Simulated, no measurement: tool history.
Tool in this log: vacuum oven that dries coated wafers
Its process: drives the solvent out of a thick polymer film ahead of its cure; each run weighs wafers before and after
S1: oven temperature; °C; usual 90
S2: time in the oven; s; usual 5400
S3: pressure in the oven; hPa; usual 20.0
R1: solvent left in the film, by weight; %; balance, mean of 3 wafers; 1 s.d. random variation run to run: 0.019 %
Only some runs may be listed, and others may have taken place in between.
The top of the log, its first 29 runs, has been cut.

{"run": 30, "hour": 397.4, "S1": 90, "S2": 5400, "S3": 35.8, "R1": 3.4}
{"run": 31, "hour": 416.7, "S1": 90, "S2": 5400, "S3": 35.8, "R1": 3.47}
{"run": 32, "hour": 430.0, "S1": 82, "S2": 3300, "S3": 50.3, "R1": 9.49}
{"run": 33, "hour": 445.1, "S1": 82, "S2": 3300, "S3": 50.3, "R1": 9.47}
{"run": 34, "hour": 460.1, "S1": 90, "S2": 9660, "S3": 20.0, "R1": 1.21}
{"run": 35, "hour": 477.5, "S1": 90, "S2": 9660, "S3": 20.0, "R1": 1.18}
{"run": 36, "hour": 489.4, "S1": 81, "S2": 3720, "S3": 49.4, "R1": 9.06}
{"run": 37, "hour": 503.1, "S1": 79, "S2": 2880, "S3": 42.2, "R1": 11.11}
{"run": 38, "hour": 522.5, "S1": 82, "S2": 4140, "S3": 20.0, "R1": 6.74}
{"run": 39, "hour": 537.9, "S1": 90, "S2": 5400, "S3": 40.1, "R1": 3.61}
{"run": 40, "hour": 557.9, "S1": 90, "S2": 4200, "S3": 20.0, "R1": 4.09}
{"run": 41, "hour": 567.8, "S1": 90, "S2": 4200, "S3": 20.0, "R1": 4.11}
{"run": 42, "hour": 589.1, "S1": 90, "S2": 4200, "S3": 20.0, "R1": 4.11}
{"run": 43, "hour": 607.7, "S1": 90, "S2": 4200, "S3": 20.0, "R1": 4.11}
{"run": 44, "hour": 626.3, "S1": 90, "S2": 5400, "S3": 16.0, "R1": 2.65}
{"run": 45, "hour": 637.3, "S1": 101, "S2": 3360, "S3": 77.1, "R1": 4.05}
{"run": 46, "hour": 657.5, "S1": 101, "S2": 9360, "S3": 45.7, "R1": 1.33}
{"run": 47, "hour": 678.2, "S1": 101, "S2": 9360, "S3": 45.7, "R1": 1.35}
{"run": 48, "hour": 692.7, "S1": 101, "S2": 9360, "S3": 45.7, "R1": 1.32}

Each row is a separate what-if for the run after 48, all from the same tool condition, not one after another. Results?
{"run": "A", "hour": 703.0, "S1": 101, "S2": 4860, "S3": 45.7, "R1": "?"}
{"run": "B", "hour": 703.0, "S1": 105, "S2": 9300, "S3": 22.4, "R1": "?"}
{"run": "C", "hour": 703.0, "S1": 90, "S2": 5400, "S3": 38.4, "R1": "?"}

run=A R1=2.02
run=B R1=0.54
run=C R1=3.51
Take away the tool's hidden state, keep each run's random variation, and the runs would have read:
run=A R1=2.21
run=B R1=0.56
run=C R1=3.85
